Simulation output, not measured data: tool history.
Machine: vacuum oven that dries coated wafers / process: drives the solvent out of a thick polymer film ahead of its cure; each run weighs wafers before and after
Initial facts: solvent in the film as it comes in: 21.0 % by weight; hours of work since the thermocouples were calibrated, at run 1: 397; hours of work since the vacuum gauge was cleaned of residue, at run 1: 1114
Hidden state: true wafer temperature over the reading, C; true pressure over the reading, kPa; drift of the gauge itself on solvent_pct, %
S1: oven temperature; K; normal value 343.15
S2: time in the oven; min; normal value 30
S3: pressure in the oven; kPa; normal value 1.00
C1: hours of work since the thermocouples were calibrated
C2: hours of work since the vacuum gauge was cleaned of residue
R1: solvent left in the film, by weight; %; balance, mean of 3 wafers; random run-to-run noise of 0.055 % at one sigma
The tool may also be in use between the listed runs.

run	day	S1	S2	S3	C1	C2	R1
1	0.000	343.15	30	1.00	397	1114	4.99
2	1.375	343.15	30	1.00	421	1138	5.02
3	3.958	343.15	30	1.00	466	1183	4.91
4	5.512	343.15	30	1.00	493	1210	4.87
5	7.183	343.15	30	1.00	522	1239	4.80
6	8.392	343.15	30	1.00	543	1260	4.78
7	9.683	343.15	44	1.00	565	1282	2.91
8	11.358	343.15	44	1.00	594	1311	2.89
9	12.525	343.15	25	1.00	615	1331	5.79
10	14.517	343.15	25	1.00	649	1366	5.84
11	16.771	343.15	25	1.00	688	1405	5.93
12	18.354	343.15	28	1.00	716	1433	5.13
13	20.892	343.15	28	1.00	760	1477	5.11
14	22.567	343.15	30	1.00	789	1506	4.69
15	24.150	343.15	30	1.00	816	1533	4.56
16	25.300	343.15	30	1.00	836	1553	4.72
17	27.250	343.15	30	1.00	870	1587	4.67
18	29.362	335.15	30	1.00	907	1624	7.81
# day 29.821: oven's thermocouples calibrated
19	32.046	335.15	30	1.00	39	1669	8.95
20	34.596	335.15	30	1.00	83	1713	8.76
21	36.296	335.15	30	1.00	112	1742	8.82
22	38.308	343.15	30	2.08	147	1777	6.04
23	39.662	343.15	30	2.08	171	1801	6.16
24	41.671	343.15	30	2.08	205	1836	6.07
25	43.296	343.15	30	2.08	234	1864	6.12
26	44.867	343.15	30	0.61	261	1891	5.29
27	47.100	343.15	30	0.61	300	1930	5.24
28	49.154	343.15	30	0.61	335	1965	5.23
29	50.225	345.15	25	2.36	354	1984	6.42
30	51.492	345.15	20	2.94	376	2006	7.87
31	53.562	345.15	47	0.98	412	2042	2.55
32	55.496	342.15	35	2.04	445	2075	5.52
# day 57.508: vacuum gauge cleaned of residue and calibrated
33	57.946	356.15	30	3.27	487	8	2.27
34	59.321	346.15	30	0.62	510	31	3.79
35	60.879	346.15	30	1.26	537	58	4.03
36	63.450	333.15	24	2.26	582	103	10.91
37	65.912	333.15	24	2.26	625	146	10.99
38	68.412	335.15	37	2.93	668	189	8.27
39	70.067	335.15	37	2.93	697	218	8.16
40	71.412	335.15	37	2.93	720	241	8.17
41	72.646	333.15	38	1.00	742	262	7.44
42	74.829	333.15	38	1.00	779	300	7.49
43	76.517	356.15	44	3.03	809	330	1.38
44	77.617	356.15	44	0.78	828	349	0.51
45	79.662	355.15	45	0.80	863	384	0.61
46	80.829	332.15	49	0.80	883	404	6.20

How would selected steps in R1 from run to run divide? Give the signed amount a tool lacking its hidden state would still show from settings, what came in and random variation, and the signed amount left for the hidden state, including any gauge scatter that is not in both of the compared results.
Run 18 -> 19: oven's thermocouples calibrated. R1 +1.14 %: hidden state +1.08, all else +0.06.
Run 35 -> 36: S1 346.15 -> 333.15, S2 30 -> 24, S3 1.26 -> 2.26. R1 +6.88 %: hidden state -0.05, all else +6.93.
Run 42 -> 43: S1 333.15 -> 356.15, S2 38 -> 44, S3 1.00 -> 3.03. R1 -6.11 %: hidden state +0.39, all else -6.50.
Run 45 -> 46: S1 355.15 -> 332.15, S2 45 -> 49. R1 +5.59 %: hidden state -0.50, all else +6.09.
